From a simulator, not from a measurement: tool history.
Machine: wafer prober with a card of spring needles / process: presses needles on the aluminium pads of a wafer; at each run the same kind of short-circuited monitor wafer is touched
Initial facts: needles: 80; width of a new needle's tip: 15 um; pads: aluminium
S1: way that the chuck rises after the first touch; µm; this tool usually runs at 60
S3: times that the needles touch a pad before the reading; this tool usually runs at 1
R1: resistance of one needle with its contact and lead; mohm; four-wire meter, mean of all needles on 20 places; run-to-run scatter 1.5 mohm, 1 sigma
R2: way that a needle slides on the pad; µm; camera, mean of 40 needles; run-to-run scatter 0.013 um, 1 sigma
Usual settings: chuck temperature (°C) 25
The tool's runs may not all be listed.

Run 1, hour 0: usual settings. Result: R1 154 mohm, R2 8.48 µm.
Run 2, hour 13.6: usual settings but S1 64 µm. Result: R1 230 mohm, R2 9.07 µm.
At hour 21.4: tips cleaned on abrasive film.
Run 3, hour 40.7: usual settings but S1 61 µm. Result: R1 310 mohm, R2 8.63 µm.
At hour 43.3: tips cleaned on abrasive film.
Run 4, hour 52.9: usual settings but S1 61 µm. Result: R1 220 mohm, R2 8.61 µm.
At hour 63.8: tips cleaned on abrasive film.
Run 5, hour 71: usual settings but S1 61 µm. Result: R1 209 mohm, R2 8.61 µm.
At hour 85.4: tips cleaned on abrasive film.
Run 6, hour 85.9: usual settings but S1 61 µm. Result: R1 164 mohm, R2 8.61 µm.
Run 7, hour 104: usual settings but S1 61 µm. Result: R1 265 mohm, R2 8.62 µm.
At hour 106: tips cleaned on abrasive film.
Run 8, hour 124.2: usual settings. Result: R1 265 mohm, R2 8.47 µm.
At hour 126.9: tips cleaned on abrasive film.
At hour 148: tips cleaned on abrasive film.
Run 9, hour 148: usual settings. Result: R1 153 mohm, R2 8.45 µm.
At hour 169.5: tips cleaned on abrasive film.
Run 10, hour 172.9: usual settings. Result: R1 180 mohm, R2 8.44 µm.
At hour 181.4: tips cleaned on abrasive film, once more.
Run 11, hour 189.6: usual settings. Result: R1 213 mohm, R2 8.46 µm.
At hour 203: tips cleaned on abrasive film.
Run 12, hour 203.7: usual settings. Result: R1 163 mohm, R2 8.43 µm.
Run 13, hour 223.2: usual settings. Result: R1 270 mohm, R2 8.42 µm.
At hour 225.5: tips cleaned on abrasive film.
At hour 247.2: tips cleaned on abrasive film.
Run 14, hour 248.9: usual settings. Result: R1 172 mohm, R2 8.43 µm.
Run 15, hour 262.1: usual settings. Result: R1 250 mohm, R2 8.45 µm.
At hour 268.4: tips cleaned on abrasive film.
Run 16, hour 278.5: usual settings. Result: R1 227 mohm, R2 8.44 µm.
At hour 289.6: tips cleaned on abrasive film.
Run 17, hour 306.4: usual settings. Result: R1 254 mohm, R2 8.39 µm.
At hour 311: tips cleaned on abrasive film.
At hour 331.6: tips cleaned on abrasive film.
Run 18, hour 331.6: usual settings. Result: R1 153 mohm, R2 8.42 µm.
Run 19, hour 346.7: usual settings but S1 55 µm, chuck temperature (°C) 37. Result: R1 272 mohm, R2 7.69 µm.
At hour 353.2: tips cleaned on abrasive film.
Run 20, hour 370.2: usual settings but S1 46 µm. Result: R1 337 mohm, R2 6.42 µm.
At hour 374: tips cleaned on abrasive film.
Run 21, hour 383.8: usual settings but S1 41 µm, chuck temperature (°C) 87, S3 2. Result: R1 252 mohm, R2 5.69 µm.
At hour 395.8: tips cleaned on abrasive film.
Run 22, hour 410.6: usual settings but S1 41 µm, chuck temperature (°C) 87, S3 2. Result: R1 275 mohm, R2 5.69 µm.
At hour 418: tips cleaned on abrasive film.
Run 23, hour 435.9: usual settings but S1 41 µm, chuck temperature (°C) 87, S3 2. Result: R1 297 mohm, R2 5.69 µm.
At hour 438.5: tips cleaned on abrasive film.
At hour 460.6: tips cleaned on abrasive film.
Run 24, hour 463: usual settings but S1 41 µm, chuck temperature (°C) 87, S3 2. Result: R1 201 mohm, R2 5.65 µm.
At hour 481.3: tips cleaned on abrasive film.
At hour 484: height of the first contact set anew.
Run 25, hour 484.3: usual settings but chuck temperature (°C) 52, S3 2. Result: R1 167 mohm, R2 8.53 µm.
Run 26, hour 497: usual settings but chuck temperature (°C) 52, S3 2. Result: R1 212 mohm, R2 8.55 µm.
At hour 502.9: tips cleaned on abrasive film.
Run 27, hour 517.5: usual settings but S1 58 µm, chuck temperature (°C) 27, S3 2. Result: R1 219 mohm, R2 8.25 µm.
At hour 525.1: tips cleaned on abrasive film.
Run 28, hour 535.6: usual settings but S1 42 µm, chuck temperature (°C) 69. Result: R1 320 mohm, R2 5.98 µm.
At hour 545.7: tips cleaned on abrasive film.
Run 29, hour 561.8: usual settings but S1 42 µm, chuck temperature (°C) 69. Result: R1 364 mohm, R2 5.97 µm.
At hour 566.8: tips cleaned on abrasive film.
Run 30, hour 575.1: usual settings but S1 59 µm. Result: R1 224 mohm, R2 8.36 µm.
At hour 587.3: tips cleaned on abrasive film.
Run 31, hour 587.3: usual settings but S1 49 µm, chuck temperature (°C) 44, S3 2. Result: R1 162 mohm, R2 6.93 µm.
Run 32, hour 606.2: usual settings but chuck temperature (°C) 45. Result: R1 266 mohm, R2 8.51 µm.
At hour 607.9: tips cleaned on abrasive film.
At hour 628.9: tips cleaned on abrasive film.
Run 33, hour 629.5: usual settings but chuck temperature (°C) 45. Result: R1 158 mohm, R2 8.51 µm.

Measured result minus the same run's result without the hidden state. Both carry the same run-to-run variation, though not necessarily the same gauge scatter:
The tool's hidden condition here consists of: debris on the tips, nm; way that the needles fall short of the set height, um; tips' diameter, um; drift of the gauge itself on contact_mohm, %; drift of the gauge itself on scrub_um, %.
run    R1     R2
  1   +11  -0.04
  2   +87  -0.04
  3  +165  -0.05
  4   +78  -0.06
  5   +67  -0.06
  6   +19  -0.07
  7  +119  -0.07
  8  +119  -0.08
  9   +10  -0.08
 10   +37  -0.09
 11   +70   -0.1
 12   +19  -0.11
 13  +125   -0.1
 14   +28  -0.11
 15  +105  -0.11
 16   +83  -0.11
 17  +111  -0.12
 18    +8  -0.14
 19  +124  -0.13
 20  +187  -0.14
 21   +88  -0.14
 22  +114  -0.15
 23  +134  -0.16
 24   +36  -0.17
 25   +18     +0
 26   +62     +0
 27   +72     +0
 28  +160  -0.01
 29  +202  -0.02
 30   +80  -0.03
 31   +10  -0.03
 32  +117  -0.02
 33   +13  -0.04
